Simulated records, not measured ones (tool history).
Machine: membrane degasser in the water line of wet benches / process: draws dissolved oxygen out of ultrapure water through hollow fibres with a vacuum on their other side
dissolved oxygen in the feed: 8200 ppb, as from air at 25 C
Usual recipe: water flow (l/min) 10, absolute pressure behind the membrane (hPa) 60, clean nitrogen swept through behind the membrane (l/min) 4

| run | hour | water flow (l/min) | absolute pressure behind the membrane (hPa) | clean nitrogen swept through behind the membrane (l/min) | dissolved oxygen in the water behind the degasser (ppb) | pressure that the water loses in the fibres (hPa) |
|---|---|---|---|---|---|---|
| 1 | 0 | 10 | 60 | 4 | 61.7 | 565.9 |
| 2 | 242.9 | 10 | 90.5 | 4 | 80.7 | 570.7 |
| 3 | 476.9 | 7 | 90.5 | 4 | 35.7 | 397.8 |
| 4 | 685 | 7 | 90.5 | 4 | 35.7 | 398.5 |
| 5 | 896.8 | 7 | 90.5 | 4 | 36.3 | 394 |
| 6 | 1049.5 | 7 | 90.5 | 4 | 36.6 | 397.7 |
| 7 | 1230.3 | 7 | 90.5 | 4 | 36.2 | 397.5 |
| 8 | 1505 | 10 | 107.4 | 4 | 90.9 | 567.4 |
| 9 | 1761.8 | 10 | 60 | 4 | 61.2 | 564.8 |
| 10 | 1923.1 | 10 | 60 | 4 | 61.3 | 567.1 |
| 11 | 2056.2 | 10 | 60 | 3.8 | 62.3 | 567.8 |
| 12 | 2215.9 | 10 | 60 | 3.8 | 61.3 | 568 |
| 13 | 2428.8 | 10 | 60 | 3.8 | 61.6 | 565.8 |
| 14 | 2617.4 | 10 | 60 | 3.8 | 61.8 | 565.7 |
| 15 | 2838 | 10 | 60 | 3.8 | 60.9 | 562.4 |
| 16 | 2984.8 | 10 | 60 | 3.8 | 60.9 | 566.6 |
| 17 | 3280.9 | 8 | 60 | 3.8 | 33.2 | 452.7 |
|  | 3498.7 | vacuum gauge calibrated |
| 18 | 3522.3 | 13 | 58.8 | 10.98 | 110.3 | 736.4 |
| 19 | 3695.2 | 16 | 99.9 | 4.8 | 237.3 | 903.7 |
| 20 | 3957.1 | 10 | 142.2 | 9.06 | 74.7 | 565.3 |
| 21 | 4102.9 | 9 | 60 | 11.74 | 34.8 | 506.3 |
| 22 | 4278 | 10 | 115.6 | 3.85 | 96.8 | 563.5 |
| 23 | 4448.6 | 15 | 55.4 | 5.31 | 169.9 | 840.7 |
| 24 | 4707.1 | 10 | 44.7 | 4 | 52.4 | 561.6 |
| 25 | 4985 | 12 | 60 | 1.73 | 127 | 674 |
| 26 | 5109.8 | 14 | 77.4 | 5.43 | 156.1 | 786.9 |
| 27 | 5368.2 | 13 | 60 | 3.7 | 127.3 | 731.4 |
| 28 | 5551.4 | 13 | 102 | 9.72 | 124.5 | 723.7 |
| 29 | 5811.7 | 10 | 99.4 | 2.1 | 121.4 | 563.5 |
| 30 | 6113.7 | 10 | 81.7 | 4 | 74.1 | 561.4 |
| 31 | 6396.6 | 14 | 42.1 | 9.03 | 133.4 | 779.5 |
| 32 | 6566.3 | 8 | 41.1 | 5.33 | 22.2 | 447 |

Branching from run 32: 3 alternative next runs. What would each branch give?
| A | 6732.6 | 10 | 109 | 4.72 | ? | ? |
| B | 6732.6 | 10 | 104 | 4 | ? | ? |
| C | 6732.6 | 10 | 72.8 | 4 | ? | ? |

| run | dissolved oxygen in the water behind the degasser (ppb) | pressure that the water loses in the fibres (hPa) |
|---|---|---|
| A | 83.7 | 560.5 |
| B | 88.2 | 558 |
| C | 67.4 | 558.8 |
Stripped of hidden state, with their random variation kept, the same runs would have yielded:
| run | dissolved oxygen in the water behind the degasser (ppb) | pressure that the water loses in the fibres (hPa) |
|---|---|---|
| A | 83.5 | 572.3 |
| B | 88 | 569.8 |
| C | 67.2 | 570.5 |
